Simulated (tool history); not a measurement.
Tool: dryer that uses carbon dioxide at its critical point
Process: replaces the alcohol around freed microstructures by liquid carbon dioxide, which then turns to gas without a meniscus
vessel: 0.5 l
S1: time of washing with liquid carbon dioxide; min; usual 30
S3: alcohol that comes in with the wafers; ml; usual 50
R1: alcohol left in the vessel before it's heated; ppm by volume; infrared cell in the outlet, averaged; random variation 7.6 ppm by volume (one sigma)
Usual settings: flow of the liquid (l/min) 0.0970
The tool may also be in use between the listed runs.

{"run": 1, "hour": 0.0, "S1": 30, "flow of the liquid (l/min)": 0.097, "S3": 50, "R1": 530}
{"run": 2, "hour": 22.6, "S1": 30, "flow of the liquid (l/min)": 0.097, "S3": 50, "R1": 550}
{"run": 3, "hour": 39.3, "S1": 30, "flow of the liquid (l/min)": 0.097, "S3": 50, "R1": 577}
{"run": 4, "hour": 52.3, "S1": 30, "flow of the liquid (l/min)": 0.097, "S3": 50, "R1": 584}
{"run": 5, "hour": 74.0, "S1": 30, "flow of the liquid (l/min)": 0.0749, "S3": 50, "R1": 1864}
{"run": 6, "hour": 98.1, "S1": 47, "flow of the liquid (l/min)": 0.0693, "S3": 95, "R1": 608}
{"run": 7, "hour": 110.1, "S1": 47, "flow of the liquid (l/min)": 0.0693, "S3": 95, "R1": 641}
{"run": 8, "hour": 132.2, "S1": 21, "flow of the liquid (l/min)": 0.1016, "S3": 37, "R1": 1762}
{"run": 9, "hour": 156.0, "S1": 30, "flow of the liquid (l/min)": 0.0988, "S3": 95, "R1": 1080}
{"run": 10, "hour": 169.7, "S1": 30, "flow of the liquid (l/min)": 0.1012, "S3": 41, "R1": 446}

3 ways to go on from here, each from the tool as it stands after run 10. What would each give?
{"run": "A", "hour": 183.3, "S1": 30, "flow of the liquid (l/min)": 0.1012, "S3": 34, "R1": "?"}
{"run": "B", "hour": 183.3, "S1": 35, "flow of the liquid (l/min)": 0.1452, "S3": 41, "R1": "?"}
{"run": "C", "hour": 183.3, "S1": 23, "flow of the liquid (l/min)": 0.0668, "S3": 37, "R1": "?"}

run=A R1=366
run=B R1=53
run=C R1=5090
Without the tool's hidden state the same runs would have given:
run=A R1=200
run=B R1=9
run=C R1=3936
